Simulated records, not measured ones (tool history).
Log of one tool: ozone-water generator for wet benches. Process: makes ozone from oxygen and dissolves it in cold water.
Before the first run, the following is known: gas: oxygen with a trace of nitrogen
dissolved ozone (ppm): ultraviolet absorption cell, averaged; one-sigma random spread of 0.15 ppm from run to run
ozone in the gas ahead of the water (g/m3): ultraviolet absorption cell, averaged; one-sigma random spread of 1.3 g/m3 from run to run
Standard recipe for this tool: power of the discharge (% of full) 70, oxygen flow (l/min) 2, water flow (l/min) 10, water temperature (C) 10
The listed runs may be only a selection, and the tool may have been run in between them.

run,day,power of the discharge (% of full),oxygen flow (l/min),water flow (l/min),water temperature (C),dissolved ozone (ppm),ozone in the gas ahead of the water (g/m3)
1,0,70,2,10,10,19.8,230.5
2,1.179,70,2,10,10,19.7,231.7
3,2.454,70,2,10,10,19.8,230.8
4,3.338,70,2,10,10,20,231.4
5,4.625,70,2,10,10,20.1,233.9
6,5.529,70,2,10,10,19.7,233.4
7,6.379,70,2,10,10,19.7,233.1
8,7.621,70,2,10,10,20,232.1
9,9.033,70,2,10,10,19.7,235
10,9.638,70,2,9,11,21.2,234.8
11,10.433,70,2,9,11,21.7,235.2
12,11.433,89,2.93,7,17,31.2,244.8
13,12.571,70,2,10,14,18.7,236.2
14,13.867,49,1.77,7,17,18,184.2
15,14.783,49,1.77,7,17,18.1,184
16,15.371,70,2,12,10,16.4,232.5
17,16.317,70,1.41,12,5,15.3,274.4
18,17.646,70,1.41,12,5,15.1,272

The same runs without the tool's hidden state, with the same run-to-run variation:
What the log doesn't record here: yield of the discharge, % of new electrodes'; contactor's efficiency, % of a clean one's; true water temperature over the reading, C; drift of the gauge itself on ozone_ppm, %; drift of the gauge itself on gas_g_m3, %.
run,ozone in the gas ahead of the water (g/m3)
1,230.5
2,231.5
3,230.4
4,230.7
5,233
6,232.3
7,231.8
8,230.6
9,233.2
10,232.9
11,233.1
12,242.4
13,233.6
14,182
15,181.7
16,229.4
17,270.6
18,267.9
dissolved ozone (ppm) without the hidden state stays within 0.1 of what was measured, in all runs.
